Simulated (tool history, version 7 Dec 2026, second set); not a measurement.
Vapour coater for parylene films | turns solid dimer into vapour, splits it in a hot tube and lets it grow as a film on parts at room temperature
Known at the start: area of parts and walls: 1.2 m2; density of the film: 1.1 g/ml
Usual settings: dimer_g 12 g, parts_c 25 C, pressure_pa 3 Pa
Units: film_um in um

run 1 day=0 | dimer_g=12 parts_c=25 pressure_pa=3 | film_um=5.6
run 2 day=0.742 | dimer_g=12 parts_c=25 pressure_pa=3 | film_um=5.51
run 3 day=1.204 | dimer_g=12 parts_c=25 pressure_pa=3 | film_um=5.45
run 4 day=2.229 | dimer_g=17 parts_c=25 pressure_pa=3 | film_um=7.48
-- day=2.783 trap's valve overhauled
run 5 day=2.904 | dimer_g=17 parts_c=25 pressure_pa=3 | film_um=8.89
run 6 day=3.879 | dimer_g=17 parts_c=25 pressure_pa=3 | film_um=8.91
run 7 day=4.425 | dimer_g=12 parts_c=25 pressure_pa=3 | film_um=6.29
run 8 day=5.4 | dimer_g=9 parts_c=25 pressure_pa=3 | film_um=4.54
run 9 day=6.229 | dimer_g=9 parts_c=25 pressure_pa=3 | film_um=4.5
run 10 day=7.171 | dimer_g=12 parts_c=18 pressure_pa=3 | film_um=7.15
run 11 day=8.096 | dimer_g=12 parts_c=18 pressure_pa=3 | film_um=7.09
run 12 day=8.688 | dimer_g=12 parts_c=18 pressure_pa=3 | film_um=6.9
run 13 day=9.712 | dimer_g=12 parts_c=18 pressure_pa=3 | film_um=6.9
run 14 day=10.512 | dimer_g=12 parts_c=18 pressure_pa=3 | film_um=6.78
run 15 day=11.55 | dimer_g=12 parts_c=18 pressure_pa=3 | film_um=6.75
run 16 day=12.446 | dimer_g=12 parts_c=18 pressure_pa=3 | film_um=6.61
run 17 day=13.1 | dimer_g=12 parts_c=25 pressure_pa=3 | film_um=5.55
run 18 day=13.85 | dimer_g=12 parts_c=25 pressure_pa=3 | film_um=5.5
-- day=14.304 trap's valve overhauled
run 19 day=14.971 | dimer_g=12 parts_c=25 pressure_pa=3 | film_um=6.34
run 20 day=15.871 | dimer_g=14 parts_c=36 pressure_pa=3.11 | film_um=5.46
run 21 day=16.508 | dimer_g=14 parts_c=18 pressure_pa=2.28 | film_um=8.76
run 22 day=17.588 | dimer_g=14 parts_c=18 pressure_pa=8.62 | film_um=7.99
run 23 day=18.6 | dimer_g=15 parts_c=19 pressure_pa=3.7 | film_um=8.62
run 24 day=19.471 | dimer_g=12 parts_c=26 pressure_pa=2.2 | film_um=5.9
run 25 day=20.517 | dimer_g=11 parts_c=25 pressure_pa=3 | film_um=5.4
run 26 day=21.35 | dimer_g=11 parts_c=25 pressure_pa=8.44 | film_um=5
run 27 day=22.238 | dimer_g=8 parts_c=25 pressure_pa=10.78 | film_um=3.51
run 28 day=22.912 | dimer_g=6 parts_c=25 pressure_pa=10.85 | film_um=2.64
run 29 day=23.867 | dimer_g=12 parts_c=25 pressure_pa=2.06 | film_um=5.67
run 30 day=24.642 | dimer_g=8 parts_c=25 pressure_pa=3 | film_um=3.62
run 31 day=25.396 | dimer_g=8 parts_c=25 pressure_pa=3 | film_um=3.7
-- day=25.875 trap's valve overhauled
run 32 day=26.108 | dimer_g=5 parts_c=25 pressure_pa=2.06 | film_um=2.73
run 33 day=27.008 | dimer_g=7 parts_c=20 pressure_pa=2.2 | film_um=4.23
run 34 day=27.971 | dimer_g=9 parts_c=24 pressure_pa=4.26 | film_um=4.68
run 35 day=28.842 | dimer_g=19 parts_c=25 pressure_pa=3 | film_um=9.64
run 36 day=29.321 | dimer_g=8 parts_c=37 pressure_pa=2.41 | film_um=3.03
run 37 day=30.004 | dimer_g=20 parts_c=30 pressure_pa=8.58 | film_um=8.23
run 38 day=30.554 | dimer_g=20 parts_c=18 pressure_pa=2.64 | film_um=12.09

Forecast each of these 5 alternatives for the next run:
run A day=31.371 | dimer_g=17 parts_c=25 pressure_pa=3 | film_um=?
run B day=31.371 | dimer_g=9 parts_c=23 pressure_pa=5.41 | film_um=?
run C day=31.371 | dimer_g=14 parts_c=21 pressure_pa=2.31 | film_um=?
run D day=31.371 | dimer_g=12 parts_c=23 pressure_pa=2.64 | film_um=?
run E day=31.371 | dimer_g=18 parts_c=26 pressure_pa=5.58 | film_um=?

run=A film_um=8.33
run=B film_um=4.49
run=C film_um=7.73
run=D film_um=6.18
run=E film_um=8.27
Without the tool's hidden state the same runs would have given:
run=A film_um=8.8
run=B film_um=4.75
run=C film_um=8.17
run=D film_um=6.54
run=E film_um=8.74

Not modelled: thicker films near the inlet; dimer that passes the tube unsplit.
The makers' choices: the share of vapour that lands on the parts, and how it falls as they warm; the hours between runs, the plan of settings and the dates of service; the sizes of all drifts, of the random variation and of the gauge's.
